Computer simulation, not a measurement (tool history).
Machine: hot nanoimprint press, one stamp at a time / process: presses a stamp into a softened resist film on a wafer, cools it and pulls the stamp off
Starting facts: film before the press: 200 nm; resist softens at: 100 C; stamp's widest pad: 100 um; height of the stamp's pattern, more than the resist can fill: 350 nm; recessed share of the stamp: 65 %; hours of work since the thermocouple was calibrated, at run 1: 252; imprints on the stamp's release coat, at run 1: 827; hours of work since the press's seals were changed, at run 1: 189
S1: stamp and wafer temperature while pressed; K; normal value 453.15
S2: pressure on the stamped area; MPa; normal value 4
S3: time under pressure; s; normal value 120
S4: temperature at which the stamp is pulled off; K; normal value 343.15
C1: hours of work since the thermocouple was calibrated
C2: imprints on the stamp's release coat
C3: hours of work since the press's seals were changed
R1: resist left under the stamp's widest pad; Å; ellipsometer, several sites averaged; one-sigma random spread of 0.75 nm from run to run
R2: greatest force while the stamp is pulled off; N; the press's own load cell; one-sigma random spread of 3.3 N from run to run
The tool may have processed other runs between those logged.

run,hour,S1,S2,S3,S4,C1,C2,C3,R1,R2
1,0,453.15,4,120,343.15,252,827,189,933,156
2,13.2,453.15,4,120,343.15,261,892,198,937,158
3,28.2,453.15,4,120,335.15,271,967,208,917,188
4,36,462.15,4,120,335.15,276,1005,213,610,188
5,47.5,453.15,4,120,346.15,284,1062,221,929,148
6,60.4,453.15,4,120,346.15,293,1126,230,918,146
7,71.4,453.15,4,120,346.15,301,1180,237,925,150
8,83.6,453.15,5.63,120,343.15,309,1241,246,817,156
9,92.6,453.15,5.63,120,343.15,315,1285,252,813,157
10,106.6,453.15,5.63,120,343.15,325,1355,262,809,158
11,117.5,453.15,5.63,120,343.15,332,1409,269,813,160
12,127.6,453.15,5.63,120,343.15,339,1459,276,806,161
13,139.7,453.15,5.63,120,343.15,347,1518,284,823,168
14,147.1,453.15,4.77,120,343.15,352,1555,289,866,154
15,163.4,453.15,4.77,120,343.15,363,1636,300,866,157
16,174.2,453.15,4,157,347.15,371,1689,308,824,143
17,188.7,453.15,4,157,347.15,381,1761,318,828,143
18,199.2,453.15,2.95,120,343.15,388,1813,325,1027,156
19,211.7,453.15,4,70,343.15,396,1875,333,1125,160
20,219.8,453.15,4,120,350.15,402,1915,339,932,131
# hour 229.3: stamp cleaned and given a new release coat
21,240.8,453.15,4,120,350.15,412,57,349,925,126
22,253.9,442.15,2.64,120,330.15,421,122,358,1567,208
23,262.7,442.15,2.64,120,330.15,427,165,364,1589,206
24,277.7,442.15,2.64,120,330.15,437,239,374,1574,207
25,293.5,442.15,3.41,61,343.15,448,317,385,1671,151
26,308.4,442.15,3.41,61,343.15,458,391,395,1691,152
27,316.9,442.15,3.41,61,343.15,464,433,401,1692,158
# hour 330.1: plate thermocouple calibrated
28,330.1,457.15,6.12,85,343.15,0,484,408,742,154

Each row is a separate what-if for the run after 28, all from the same tool condition, not one after another. Results?
A,342.8,453.15,3.98,94,343.15,9,546,417,?,?
B,342.8,457.15,5.12,220,343.15,9,546,417,?,?
C,342.8,459.15,2.9,120,332.15,9,546,417,?,?
D,342.8,446.15,4,72,347.15,9,546,417,?,?

run,R1,R2
A,1009,159
B,527,155
C,808,205
D,1440,138
Without the tool's hidden state the same runs would have given:
run,R1,R2
A,1008,158
B,527,155
C,808,205
D,1440,138
